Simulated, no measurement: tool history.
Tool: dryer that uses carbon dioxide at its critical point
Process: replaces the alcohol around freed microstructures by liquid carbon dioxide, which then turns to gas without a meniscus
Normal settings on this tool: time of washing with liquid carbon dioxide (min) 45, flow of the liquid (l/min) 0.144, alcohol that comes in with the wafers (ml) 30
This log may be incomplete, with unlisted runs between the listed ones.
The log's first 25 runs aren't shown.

run	day	time of washing with liquid carbon dioxide (min)	flow of the liquid (l/min)	alcohol that comes in with the wafers (ml)	hours of work since the filter was changed	hours of work since the purifier's bed was changed	alcohol left in the vessel before it's heated (ppm by volume)
26	6.867	30	0.102	32	133	261	2659
27	7.283	30	0.102	32	138	267	2684
28	7.604	45	0.182	55	143	271	151
29	8.008	33	0.233	40	149	277	133
30	8.300	31	0.089	22	153	281	2464
31	8.575	33	0.117	30	157	285	1356
32	8.825	33	0.116	21	160	288	998
33	9.079	33	0.121	32	164	292	1315
34	9.500	45	0.225	45	170	298	106
35	9.679	45	0.093	21	172	300	811
36	9.929	45	0.144	99	175	304	557
37	10.167	45	0.094	23	179	307	897
38	10.533	45	0.144	41	184	312	292
39	10.750	46	0.098	115	187	315	3186
40	11.050	45	0.144	39	191	320	288
41	11.400	37	0.214	91	196	324	219

Run 42, settings as shown, results not yet in. Your forecast:
42	11.746	37	0.214	91	201	329	?

{"run 42": {"alcohol left in the vessel before it's heated (ppm by volume)": 220}}
Without the tool's hidden state the same run would have given alcohol left in the vessel before it's heated (ppm by volume) 84.
